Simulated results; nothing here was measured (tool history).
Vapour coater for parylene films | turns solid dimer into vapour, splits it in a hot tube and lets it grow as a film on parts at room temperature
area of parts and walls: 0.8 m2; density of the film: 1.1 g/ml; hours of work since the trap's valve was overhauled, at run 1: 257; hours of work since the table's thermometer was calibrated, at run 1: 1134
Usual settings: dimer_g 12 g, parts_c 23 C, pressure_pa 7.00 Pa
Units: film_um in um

run,day,dimer_g,parts_c,pressure_pa,hours of work since the trap's valve was overhauled,hours of work since the table's thermometer was calibrated,film_um
1,0.000,12,23,7.00,257,1134,6.46
# day 1.417: trap's valve overhauled
2,3.683,12,23,7.00,41,1198,7.08
3,7.183,12,23,7.23,105,1262,6.88
4,10.046,12,23,7.00,157,1314,6.72
5,12.900,12,23,7.00,209,1365,6.60
6,15.450,12,23,7.00,255,1412,6.58
# day 16.875: trap's valve overhauled
7,18.996,12,23,7.00,38,1473,6.83
8,21.133,12,23,7.00,77,1512,7.00
9,23.921,12,23,7.00,128,1563,6.92
10,25.467,12,23,7.00,156,1591,6.71
11,26.958,12,23,7.00,183,1618,6.74
12,29.779,17,23,7.00,235,1669,9.18
13,31.742,17,23,7.00,270,1705,9.00
# day 32.421: trap's valve overhauled
14,33.950,12,23,4.40,28,1742,7.68
15,37.383,12,23,4.40,90,1805,7.53
16,40.558,12,23,4.40,148,1862,7.29
17,43.654,12,23,2.11,204,1919,8.12
18,46.162,12,23,2.11,250,1964,8.08
# day 48.042: trap's valve overhauled
19,48.462,9,18,7.45,8,2003,6.56

Forecast run 20:
20,51.767,9,18,7.45,68,2063,?

film_um: 6.44 um
Without the tool's hidden state the same run would have given film_um 6.37 um.
